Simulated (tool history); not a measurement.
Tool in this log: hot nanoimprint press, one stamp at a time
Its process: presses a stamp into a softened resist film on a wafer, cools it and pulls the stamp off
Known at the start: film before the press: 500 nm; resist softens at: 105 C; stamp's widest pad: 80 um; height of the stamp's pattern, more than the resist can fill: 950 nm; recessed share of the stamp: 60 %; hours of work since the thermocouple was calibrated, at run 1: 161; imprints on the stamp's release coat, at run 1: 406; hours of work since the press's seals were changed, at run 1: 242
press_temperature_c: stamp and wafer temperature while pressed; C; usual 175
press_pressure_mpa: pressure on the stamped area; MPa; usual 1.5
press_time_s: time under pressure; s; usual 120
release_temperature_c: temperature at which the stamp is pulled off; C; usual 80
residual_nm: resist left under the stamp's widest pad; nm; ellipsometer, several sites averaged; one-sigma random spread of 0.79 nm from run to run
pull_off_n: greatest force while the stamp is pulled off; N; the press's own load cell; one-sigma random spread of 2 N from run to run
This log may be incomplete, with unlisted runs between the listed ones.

run,hour,press_temperature_c,press_pressure_mpa,press_time_s,release_temperature_c,hours of work since the thermocouple was calibrated,imprints on the stamp's release coat,hours of work since the press's seals were changed,residual_nm,pull_off_n
1,0,175,1.5,120,80,161,406,242,270.5,176
2,16.5,175,1.5,120,80,170,468,250,270.5,180
3,24.2,184,1.5,120,80,174,497,254,202.1,177
# hour 42.8: stamp cleaned and given a new release coat
4,48.2,184,1.5,120,80,183,20,264,202.4,178
5,58.6,184,1.5,120,80,189,60,269,201.8,180
6,68.1,184,1.5,120,80,194,96,274,203.9,175
7,80.5,175,1.5,120,73,200,143,281,271.4,192
8,93.4,175,1.5,120,80,207,192,287,273.4,179
9,105.1,175,1.5,120,80,213,236,294,272.1,177
10,117.1,175,1.5,120,80,219,282,300,274.3,180
11,129.7,175,1.5,120,71,226,329,307,272.7,194
12,138.8,175,1.5,120,71,231,364,311,274.6,196
13,153.8,175,1.5,120,71,239,421,319,275.2,195
14,170.9,168,1.28,120,71,248,486,328,360.1,192
15,182.5,168,1.28,120,71,254,530,334,360.8,195
# hour 193.6: stamp cleaned and given a new release coat
16,196.5,168,1.29,79,67,258,11,338,394.1,198
# hour 197.4: gauge calibrated
17,211.5,168,1.29,79,67,266,68,346,387.6,204
18,225,173,1.5,120,80,273,119,353,288.2,179
19,239.7,167,1.5,120,72,281,174,361,345.1,194
20,255,175,1.38,120,75,289,233,369,281.8,183
21,270.1,175,1.38,117,75,297,290,377,285.2,190
22,287.6,175,1.38,117,75,306,356,386,285.5,189
23,301.3,175,1.38,117,75,313,408,393,286.8,187
24,316.3,175,1.65,184,81,321,465,401,227,181
25,330.7,175,1.4,120,80,328,519,409,283.8,178
# hour 344.7: stamp cleaned and given a new release coat
26,347.8,175,1.23,149,68,334,12,415,280.3,197

Below are 5 alternative next runs, each starting from the tool's condition after run 26. Predict each:
A,356.2,180,0.93,67,68,339,43,419,?,?
B,356.2,186,2.08,149,67,339,43,419,?,?
C,356.2,170,1.46,120,80,339,43,419,?,?
D,356.2,178,1.55,120,80,339,43,419,?,?
E,356.2,171,1.23,186,69,339,43,419,?,?

run,residual_nm,pull_off_n
A,344.2,201
B,147.7,204
C,326,177
D,246.9,177
E,298.8,200
Stripped of hidden state, with their random variation kept, the same runs would have yielded:
run,residual_nm,pull_off_n
A,337.9,201
B,144.9,204
C,320,176
D,242.3,176
E,293.2,200

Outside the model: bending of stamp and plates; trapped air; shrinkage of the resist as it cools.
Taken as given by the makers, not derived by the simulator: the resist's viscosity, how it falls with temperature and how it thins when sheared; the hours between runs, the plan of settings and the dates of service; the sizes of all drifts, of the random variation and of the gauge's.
